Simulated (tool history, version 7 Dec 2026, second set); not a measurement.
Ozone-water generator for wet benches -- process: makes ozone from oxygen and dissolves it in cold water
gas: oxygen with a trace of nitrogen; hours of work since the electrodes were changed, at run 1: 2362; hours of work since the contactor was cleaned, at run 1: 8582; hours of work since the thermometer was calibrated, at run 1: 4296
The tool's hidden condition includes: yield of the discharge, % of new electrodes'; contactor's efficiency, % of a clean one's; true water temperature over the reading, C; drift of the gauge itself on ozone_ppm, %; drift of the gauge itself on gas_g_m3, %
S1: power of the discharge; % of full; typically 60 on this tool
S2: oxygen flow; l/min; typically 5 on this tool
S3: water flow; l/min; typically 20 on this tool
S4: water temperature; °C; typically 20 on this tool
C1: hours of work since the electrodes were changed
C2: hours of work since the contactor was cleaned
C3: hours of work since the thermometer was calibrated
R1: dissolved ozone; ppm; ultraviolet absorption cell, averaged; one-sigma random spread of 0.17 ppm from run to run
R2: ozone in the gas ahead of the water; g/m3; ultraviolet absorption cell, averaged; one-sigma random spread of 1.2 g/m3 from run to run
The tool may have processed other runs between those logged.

run 1 hour=0 | S1=60 S2=5 S3=20 S4=20 | C1=2362 C2=8582 C3=4296 | R1=21 R2=221.6
run 2 hour=55.8 | S1=60 S2=5 S3=20 S4=20 | C1=2418 C2=8638 C3=4351 | R1=21 R2=220.9
run 3 hour=108.7 | S1=60 S2=5 S3=20 S4=20 | C1=2471 C2=8691 C3=4404 | R1=21 R2=222
run 4 hour=168.9 | S1=60 S2=5 S3=20 S4=13 | C1=2531 C2=8751 C3=4464 | R1=22.9 R2=219.2
run 5 hour=213 | S1=60 S2=5 S3=20 S4=13 | C1=2575 C2=8795 C3=4508 | R1=22.9 R2=223
run 6 hour=264 | S1=60 S2=3.73 S3=20 S4=20 | C1=2626 C2=8846 C3=4559 | R1=20 R2=250.4
-- hour=284.2 water thermometer calibrated
run 7 hour=360.3 | S1=60 S2=3.73 S3=20 S4=20 | C1=2721 C2=8941 C3=76 | R1=20.1 R2=249.6
run 8 hour=462.3 | S1=60 S2=5 S3=20 S4=20 | C1=2823 C2=9043 C3=178 | R1=20.7 R2=219.7
run 9 hour=522.5 | S1=60 S2=5 S3=20 S4=20 | C1=2883 C2=9103 C3=238 | R1=20.6 R2=220.7
run 10 hour=618.3 | S1=60 S2=5 S3=20 S4=20 | C1=2978 C2=9198 C3=333 | R1=21.2 R2=221.2
run 11 hour=724.1 | S1=60 S2=5 S3=20 S4=20 | C1=3084 C2=9304 C3=439 | R1=20.8 R2=221.4
run 12 hour=771.8 | S1=60 S2=5 S3=20 S4=20 | C1=3131 C2=9351 C3=486 | R1=20.7 R2=220
run 13 hour=819.9 | S1=60 S2=5 S3=20 S4=20 | C1=3180 C2=9400 C3=534 | R1=20.9 R2=220.3
-- hour=842.5 contactor cleaned
run 14 hour=878.1 | S1=60 S2=5 S3=20 S4=20 | C1=3234 C2=35 C3=588 | R1=21.4 R2=220.6
run 15 hour=963.7 | S1=60 S2=5 S3=20 S4=20 | C1=3319 C2=121 C3=674 | R1=21.3 R2=218.8
run 16 hour=1021.1 | S1=60 S2=5 S3=20 S4=19 | C1=3376 C2=178 C3=731 | R1=21.4 R2=219
run 17 hour=1113.8 | S1=89 S2=5 S3=27 S4=15 | C1=3469 C2=271 C3=823 | R1=24.6 R2=304
run 18 hour=1167.4 | S1=89 S2=5 S3=27 S4=15 | C1=3522 C2=324 C3=877 | R1=24.3 R2=303.8
run 19 hour=1247.8 | S1=89 S2=5 S3=27 S4=15 | C1=3602 C2=404 C3=957 | R1=24.3 R2=304.7
run 20 hour=1306.4 | S1=44 S2=4.98 S3=20 S4=18 | C1=3661 C2=463 C3=1015 | R1=17.1 R2=171.4
run 21 hour=1391 | S1=44 S2=4.98 S3=20 S4=18 | C1=3745 C2=547 C3=1100 | R1=17 R2=167.8
run 22 hour=1458.1 | S1=80 S2=4.98 S3=27 S4=12 | C1=3812 C2=614 C3=1167 | R1=23.1 R2=278.4
run 23 hour=1525.1 | S1=43 S2=5 S3=18 S4=13 | C1=3879 C2=681 C3=1234 | R1=19.5 R2=166
run 24 hour=1584.4 | S1=43 S2=5 S3=18 S4=13 | C1=3938 C2=740 C3=1293 | R1=19.4 R2=165
run 25 hour=1674 | S1=77 S2=5 S3=18 S4=13 | C1=4027 C2=829 C3=1382 | R1=31.6 R2=270.2
run 26 hour=1752.1 | S1=77 S2=4.87 S3=18 S4=13 | C1=4105 C2=907 C3=1460 | R1=30.8 R2=271.9
run 27 hour=1805.2 | S1=53 S2=4.87 S3=18 S4=19 | C1=4158 C2=960 C3=1513 | R1=21.1 R2=196.9
run 28 hour=1866.4 | S1=53 S2=4.87 S3=13 S4=19 | C1=4219 C2=1021 C3=1574 | R1=26.7 R2=200.4
run 29 hour=1951.9 | S1=42 S2=3.34 S3=17 S4=15 | C1=4304 C2=1106 C3=1659 | R1=18 R2=195.7
run 30 hour=2005.8 | S1=60 S2=3.66 S3=19 S4=23 | C1=4358 C2=1160 C3=1713 | R1=20 R2=248.8
run 31 hour=2080.5 | S1=60 S2=3.96 S3=20 S4=19 | C1=4433 C2=1235 C3=1787 | R1=20.5 R2=238.7
run 32 hour=2179.5 | S1=57 S2=2.74 S3=20 S4=20 | C1=4531 C2=1333 C3=1886 | R1=17.8 R2=270.7

What if the next run were any one of these 4? Each begins from the tool's condition after run 32:
run A hour=2266.3 | S1=90 S2=4.44 S3=20 S4=13 | C1=4618 C2=1420 C3=1973 | R1=? R2=?
run B hour=2266.3 | S1=74 S2=3.23 S3=16 S4=20 | C1=4618 C2=1420 C3=1973 | R1=? R2=?
run C hour=2266.3 | S1=57 S2=2.74 S3=21 S4=20 | C1=4618 C2=1420 C3=1973 | R1=? R2=?
run D hour=2266.3 | S1=59 S2=5 S3=16 S4=20 | C1=4618 C2=1420 C3=1973 | R1=? R2=?

run=A R1=31.7 R2=320
run=B R1=28.3 R2=313.4
run=C R1=17.3 R2=267.9
run=D R1=24.7 R2=214.2
Stripped of hidden state, with their random variation kept, the same runs would have yielded:
run=A R1=33.7 R2=337.2
run=B R1=29.8 R2=327.9
run=C R1=18 R2=277.6
run=D R1=25.8 R2=222.3

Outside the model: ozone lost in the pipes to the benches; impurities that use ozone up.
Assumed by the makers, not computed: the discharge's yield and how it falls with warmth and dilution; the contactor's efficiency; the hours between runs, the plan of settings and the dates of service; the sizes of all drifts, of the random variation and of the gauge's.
